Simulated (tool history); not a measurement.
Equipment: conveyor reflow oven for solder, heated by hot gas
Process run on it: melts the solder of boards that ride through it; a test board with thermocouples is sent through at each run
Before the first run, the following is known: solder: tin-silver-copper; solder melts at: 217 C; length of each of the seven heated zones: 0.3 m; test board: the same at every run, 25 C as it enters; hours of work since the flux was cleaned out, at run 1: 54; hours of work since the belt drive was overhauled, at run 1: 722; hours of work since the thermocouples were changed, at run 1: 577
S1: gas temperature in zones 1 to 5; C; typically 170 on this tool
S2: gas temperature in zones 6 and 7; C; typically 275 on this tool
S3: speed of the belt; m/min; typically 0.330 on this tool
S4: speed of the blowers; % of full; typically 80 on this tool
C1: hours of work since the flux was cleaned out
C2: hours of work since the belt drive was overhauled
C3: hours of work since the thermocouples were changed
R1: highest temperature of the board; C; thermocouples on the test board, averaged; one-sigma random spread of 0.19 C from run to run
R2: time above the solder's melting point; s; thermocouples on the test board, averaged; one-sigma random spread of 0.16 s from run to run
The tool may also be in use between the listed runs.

run	day	S1	S2	S3	S4	C1	C2	C3	R1	R2
1	0.000	170	275	0.330	80	54	722	577	260.2	87.7
2	1.062	170	290	0.330	80	72	741	596	273.9	97.1
3	2.462	170	288	0.330	80	97	765	620	271.8	96.2
4	3.600	170	289	0.330	80	117	785	640	272.9	96.9
5	5.017	170	289	0.330	80	141	810	665	272.5	96.6
6	5.921	180	289	0.330	80	157	825	681	274.3	102.0
7	6.671	180	289	0.330	80	170	838	694	274.1	101.5
8	7.958	170	275	0.330	80	193	861	716	260.1	87.7
# day 9.179: flux residue cleaned out of gas plates and filters
9	9.575	170	275	0.330	80	7	885	741	260.2	87.6
10	10.658	170	275	0.330	80	26	904	760	260.0	87.5
11	11.846	170	275	0.330	80	47	925	780	260.3	87.5
12	12.750	170	275	0.330	80	62	941	796	259.8	87.5
13	13.379	170	275	0.330	80	73	952	807	260.1	87.7
14	14.538	170	272	0.330	80	93	972	827	257.2	85.4
15	15.458	170	275	0.312	56	110	988	843	257.9	89.9
16	16.792	170	275	0.312	56	133	1011	867	257.8	89.7
17	18.217	170	275	0.312	56	158	1036	891	258.0	90.1
18	19.192	170	275	0.312	56	175	1053	908	257.9	90.0
19	20.475	183	275	0.312	88	197	1075	931	264.3	103.4
# day 21.408: flux residue cleaned out of gas plates and filters
20	21.633	183	275	0.312	88	4	1092	947	264.4	103.6
21	23.167	183	275	0.312	88	31	1119	974	264.5	103.5
22	24.204	170	275	0.330	81	49	1137	992	260.2	87.8
23	25.196	170	263	0.273	77	66	1154	1010	254.0	102.3
24	26.183	170	263	0.273	77	83	1171	1027	253.8	102.2
25	26.950	163	281	0.304	70	97	1185	1040	266.0	96.8
26	27.962	174	274	0.282	51	114	1202	1058	260.1	104.8
27	28.679	174	274	0.282	51	127	1215	1070	259.6	104.8
28	29.338	174	274	0.282	51	138	1226	1082	259.8	105.1

Describe how what the log doesn't record of the tool's condition differs between the last listed run preceding each entry between runs and the first listed run following it.
Logged between run 8 and run 9: flux residue cleaned out of gas plates and filters (day 9.179)
  heat that the gas passes to the board, % of a clean oven's: 99.9 -> 100
Logged between run 19 and run 20: flux residue cleaned out of gas plates and filters (day 21.408)
  heat that the gas passes to the board, % of a clean oven's: 99.9 -> 100
